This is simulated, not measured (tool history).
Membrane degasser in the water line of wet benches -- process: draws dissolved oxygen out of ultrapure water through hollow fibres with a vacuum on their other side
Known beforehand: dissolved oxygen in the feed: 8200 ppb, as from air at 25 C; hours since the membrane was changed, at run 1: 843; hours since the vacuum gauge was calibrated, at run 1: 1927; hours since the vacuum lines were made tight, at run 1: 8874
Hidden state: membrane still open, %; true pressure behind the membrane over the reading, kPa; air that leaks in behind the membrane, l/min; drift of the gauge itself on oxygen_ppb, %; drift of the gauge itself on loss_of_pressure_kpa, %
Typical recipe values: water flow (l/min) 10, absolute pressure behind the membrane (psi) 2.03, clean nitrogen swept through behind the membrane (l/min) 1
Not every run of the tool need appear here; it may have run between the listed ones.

| run | hour | water flow (l/min) | absolute pressure behind the membrane (psi) | clean nitrogen swept through behind the membrane (l/min) | hours since the membrane was changed | hours since the vacuum gauge was calibrated | hours since the vacuum lines were made tight | dissolved oxygen in the water behind the degasser (ppb) | pressure that the water loses in the fibres (psi) |
|---|---|---|---|---|---|---|---|---|---|
| 1 | 0 | 10 | 2.03 | 1 | 843 | 1927 | 8874 | 257.7 | 6.276 |
| 2 | 80.4 | 10 | 2.03 | 1 | 923 | 2008 | 8955 | 258.3 | 6.315 |
| 3 | 116.1 | 10 | 2.03 | 1 | 959 | 2043 | 8990 | 258 | 6.341 |
| 4 | 186.3 | 10 | 2.03 | 1 | 1029 | 2113 | 9061 | 257.8 | 6.305 |
| 5 | 234.5 | 10 | 1.52 | 1 | 1077 | 2162 | 9109 | 177.5 | 6.254 |
| 6 | 322.3 | 10 | 1.52 | 1 | 1165 | 2249 | 9197 | 177.9 | 6.309 |
| 7 | 358.1 | 10 | 1.52 | 1 | 1201 | 2285 | 9232 | 178.1 | 6.315 |
| 8 | 433.2 | 10 | 1.52 | 1 | 1276 | 2360 | 9308 | 178.4 | 6.225 |
| 9 | 505.8 | 10 | 2.34 | 1 | 1349 | 2433 | 9380 | 306.4 | 6.287 |
| 10 | 578.6 | 10 | 2.34 | 1 | 1421 | 2506 | 9453 | 307.1 | 6.289 |
| 11 | 626.4 | 7 | 4.54 | 0.9 | 1469 | 2554 | 9501 | 512.9 | 4.39 |

Run 12, settings as shown, results not yet in. Your forecast:
| 12 | 688 | 7 | 4.54 | 0.9 | 1531 | 2615 | 9562 | ? | ? |

{"run 12": {"dissolved oxygen in the water behind the degasser (ppb)": 514.6, "pressure that the water loses in the fibres (psi)": 4.425}}
With the hidden condition absent and the run-to-run variation left alone, this run would have shown dissolved oxygen in the water behind the degasser (ppb) 497, pressure that the water loses in the fibres (psi) 4.399.
